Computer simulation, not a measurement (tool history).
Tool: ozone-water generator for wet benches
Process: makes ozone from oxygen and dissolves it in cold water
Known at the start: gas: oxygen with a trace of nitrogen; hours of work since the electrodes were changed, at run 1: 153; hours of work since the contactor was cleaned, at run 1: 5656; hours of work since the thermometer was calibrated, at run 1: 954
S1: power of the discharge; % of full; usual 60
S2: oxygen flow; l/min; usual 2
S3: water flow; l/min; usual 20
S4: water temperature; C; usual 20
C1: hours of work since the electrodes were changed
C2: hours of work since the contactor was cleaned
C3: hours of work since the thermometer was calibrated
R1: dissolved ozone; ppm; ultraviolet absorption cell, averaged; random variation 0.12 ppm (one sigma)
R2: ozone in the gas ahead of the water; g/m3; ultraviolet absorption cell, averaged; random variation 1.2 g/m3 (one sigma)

run,day,S1,S2,S3,S4,C1,C2,C3,R1,R2
1,0,60,2,20,20,153,5656,954,11.9,210.4
2,1.096,60,2,20,20,178,5681,979,11.8,209.6
3,2.342,60,2,20,20,207,5710,1008,11.8,209.8
4,3.592,60,2,20,20,236,5739,1037,12,208.5
5,4.296,60,2,20,20,252,5755,1053,11.8,208.3
6,5.646,60,2,23,20,283,5786,1084,10.3,209.4
7,6.967,60,2,23,20,314,5816,1114,10.4,207.4
8,8.046,60,2,23,20,338,5841,1139,10.4,208.5
9,9.125,60,2,20,20,363,5866,1164,12,209.5
10,9.975,60,2,20,20,383,5886,1184,12,211.3
11,10.646,60,2,20,20,398,5901,1199,11.8,210.6
12,11.867,60,2,20,20,426,5929,1227,11.7,208.6
13,12.983,60,2,20,20,452,5955,1253,11.8,206.7
14,14.171,60,2,20,20,479,5982,1280,11.6,210.3
15,14.746,60,2,20,20,493,5995,1293,11.6,208.8
16,15.992,60,2,20,20,521,6024,1322,11.7,210.2
17,16.679,60,2,20,16,537,6040,1338,12.2,209.1
18,17.471,60,2,20,16,555,6058,1356,12.1,207.1
19,18.879,50,2.34,31,15,588,6091,1389,7.3,167.1
20,19.796,45,1.64,18,20,609,6112,1410,10.1,192.7
21,21.162,45,1.64,18,20,640,6143,1441,10.6,192.3
22,22.483,45,1.64,18,20,671,6174,1472,10.5,194.2
23,23.608,60,2,22,24,697,6200,1498,10.3,209.5
24,24.971,49,2,21,19,728,6231,1529,9.8,181.6
25,26.346,60,3.43,30,22,760,6263,1561,8.5,150.1
26,27.204,60,2,20,12,780,6282,1580,12.6,207
27,27.925,68,1.27,16,14,796,6299,1597,15,298.1
28,29.133,58,1.27,29,14,824,6327,1625,7.4,265.4
29,30.229,58,1.27,29,14,849,6352,1650,7.5,268.9
30,31.225,42,1.03,24,14,872,6375,1673,6.9,242.4

Forecast run 31:
31,32.212,60,2.42,20,28,895,6398,1696,?,?

Run 31 gave R1 11.2 ppm, R2 186.8 g/m3.
Without the tool's hidden state the same run would have given R1 12 ppm, R2 190 g/m3.
